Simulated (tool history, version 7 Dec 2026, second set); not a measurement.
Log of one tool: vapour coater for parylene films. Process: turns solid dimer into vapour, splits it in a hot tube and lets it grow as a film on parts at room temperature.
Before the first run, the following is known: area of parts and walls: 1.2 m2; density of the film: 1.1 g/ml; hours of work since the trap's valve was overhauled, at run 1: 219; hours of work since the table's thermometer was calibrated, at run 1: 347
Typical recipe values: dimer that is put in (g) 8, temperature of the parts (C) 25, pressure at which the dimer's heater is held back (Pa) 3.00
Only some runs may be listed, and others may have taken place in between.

run,hour,dimer that is put in (g),temperature of the parts (C),pressure at which the dimer's heater is held back (Pa),hours of work since the trap's valve was overhauled,hours of work since the table's thermometer was calibrated,thickness of the film (um)
1,0.0,8,25,3.00,219,347,5.17
2,14.5,8,25,10.44,228,355,4.37
3,29.7,11,25,3.00,237,364,6.96
4,39.8,11,25,3.00,243,370,6.94
5,49.1,11,27,3.00,248,376,6.61
6,70.0,11,27,3.00,260,388,6.59
7,88.6,8,22,3.00,271,399,5.39
8,109.3,8,22,3.00,283,411,5.43
9,120.6,8,22,3.00,290,418,5.36
10,129.4,8,25,3.71,295,423,4.83
11,144.3,8,25,3.00,304,432,5.09
12,156.4,8,20,3.00,311,439,5.63
13,175.3,8,20,3.00,322,450,5.60
14,184.5,8,25,3.00,328,455,5.03
15,196.7,8,25,3.91,335,462,4.85
16,208.9,8,25,3.91,342,470,4.86
17,229.3,12,18,3.37,354,482,8.68
18,249.3,3,28,4.84,366,493,1.64
19,268.3,3,28,4.84,377,505,1.64
20,277.7,11,25,2.99,382,510,6.85
21,291.4,4,26,3.74,390,518,2.37
22,306.4,8,17,9.24,399,527,5.09
23,317.7,8,17,9.24,406,534,5.13
24,338.4,8,24,3.00,418,546,5.04
25,354.4,7,19,2.71,427,555,5.01
# hour 358.1: gauge calibrated
26,365.5,8,17,3.00,434,562,5.94
27,382.5,8,25,2.74,444,572,5.10
28,401.6,6,33,6.82,455,583,2.89

Forecast each of these 5 alternatives for the next run:
A,419.7,6,25,3.00,466,593,?
B,419.7,8,20,3.00,466,593,?
C,419.7,8,34,2.33,466,593,?
D,419.7,9,21,4.35,466,593,?
E,419.7,8,20,8.30,466,593,?

run,thickness of the film (um)
A,3.78
B,5.61
C,4.32
D,5.95
E,4.93
Without the tool's unlogged condition, the same runs would have read:
run,thickness of the film (um)
A,3.80
B,5.66
C,4.35
D,5.99
E,4.97
